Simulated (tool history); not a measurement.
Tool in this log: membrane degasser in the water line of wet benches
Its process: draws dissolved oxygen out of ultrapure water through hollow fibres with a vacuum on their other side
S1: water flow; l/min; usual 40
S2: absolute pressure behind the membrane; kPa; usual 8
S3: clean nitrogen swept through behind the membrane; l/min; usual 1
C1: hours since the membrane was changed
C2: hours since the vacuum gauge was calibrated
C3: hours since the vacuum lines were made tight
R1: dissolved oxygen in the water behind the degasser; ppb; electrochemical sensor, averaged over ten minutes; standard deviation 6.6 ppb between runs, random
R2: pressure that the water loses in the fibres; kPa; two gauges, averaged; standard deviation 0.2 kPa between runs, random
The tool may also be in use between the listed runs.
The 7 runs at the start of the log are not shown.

| run | hour | S1 | S2 | S3 | C1 | C2 | C3 | R1 | R2 |
|---|---|---|---|---|---|---|---|---|---|
| 8 | 817.2 | 42 | 8 | 1 | 1568 | 5399 | 1636 | 720.6 | 47.86 |
| 9 | 987.5 | 42 | 8 | 1 | 1738 | 5570 | 1806 | 713.6 | 47.95 |
| 10 | 1118.2 | 42 | 8 | 1 | 1869 | 5700 | 1937 | 725.7 | 48.2 |
|  | 1152.2 | vacuum gauge calibrated |
| 11 | 1248.9 | 42 | 8 | 1 | 1999 | 97 | 2067 | 698.5 | 47.93 |
| 12 | 1402.5 | 42 | 8 | 1 | 2153 | 250 | 2221 | 704.2 | 48.43 |
| 13 | 1480.6 | 42 | 8 | 1 | 2231 | 328 | 2299 | 708.7 | 47.96 |
| 14 | 1613.1 | 40 | 8 | 1 | 2363 | 461 | 2431 | 672 | 45.65 |
| 15 | 1697.1 | 40 | 8 | 1 | 2447 | 545 | 2515 | 668.7 | 45.47 |
| 16 | 1861 | 40 | 8 | 1 | 2611 | 709 | 2679 | 681.5 | 46.12 |
| 17 | 1998 | 34 | 7.13 | 0.92 | 2748 | 846 | 2816 | 536.1 | 38.95 |
| 18 | 2109.1 | 34 | 7.13 | 0.92 | 2859 | 957 | 2927 | 533.5 | 38.96 |
| 19 | 2184.4 | 39 | 7.93 | 1 | 2934 | 1032 | 3003 | 656.4 | 45.1 |
| 20 | 2321.7 | 39 | 7.93 | 1 | 3072 | 1170 | 3140 | 660.6 | 44.81 |
| 21 | 2498.2 | 39 | 7.93 | 1 | 3248 | 1346 | 3317 | 661.3 | 44.77 |
| 22 | 2673.2 | 25 | 8 | 0.76 | 3423 | 1521 | 3491 | 481.6 | 28.79 |
| 23 | 2744.7 | 44 | 18.36 | 0.47 | 3495 | 1593 | 3563 | 2113.9 | 50.65 |
| 24 | 2819.2 | 30 | 5.18 | 1 | 3569 | 1667 | 3637 | 346.6 | 34.92 |
| 25 | 2966.6 | 46 | 6.97 | 0.61 | 3717 | 1814 | 3785 | 846.1 | 53.11 |
| 26 | 3042.8 | 40 | 7.29 | 1 | 3793 | 1891 | 3861 | 634.4 | 46.65 |
| 27 | 3163.6 | 40 | 7.29 | 1 | 3914 | 2011 | 3982 | 630.2 | 46.42 |
| 28 | 3288.5 | 40 | 6.81 | 2.32 | 4039 | 2136 | 4107 | 473.1 | 46.44 |
| 29 | 3368 | 47 | 9.26 | 1.48 | 4118 | 2216 | 4186 | 762.4 | 54.67 |
| 30 | 3539.6 | 62 | 8 | 1 | 4290 | 2387 | 4358 | 1045.3 | 72.14 |
| 31 | 3676.9 | 48 | 8.02 | 1.61 | 4427 | 2525 | 4495 | 700.1 | 55.97 |
| 32 | 3784.1 | 40 | 8 | 2.32 | 4534 | 2632 | 4602 | 512.3 | 46.78 |

4 options for the next run, each taken on its own from the tool as it stands now. Forecast them:
| A | 3952.4 | 40 | 16.03 | 2.21 | 4702 | 2800 | 4771 | ? | ? |
| B | 3952.4 | 40 | 10.23 | 1.77 | 4702 | 2800 | 4771 | ? | ? |
| C | 3952.4 | 35 | 17.35 | 0.49 | 4702 | 2800 | 4771 | ? | ? |
| D | 3952.4 | 40 | 8 | 1.4 | 4702 | 2800 | 4771 | ? | ? |

| run | R1 | R2 |
|---|---|---|
| A | 804.9 | 46.63 |
| B | 670.5 | 46.81 |
| C | 1742.3 | 41.11 |
| D | 604.7 | 46.49 |
Without the tool's hidden state the same runs would have given:
| run | R1 | R2 |
|---|---|---|
| A | 767.9 | 45.11 |
| B | 631.5 | 45.3 |
| C | 1713.5 | 39.79 |
| D | 565.6 | 44.98 |
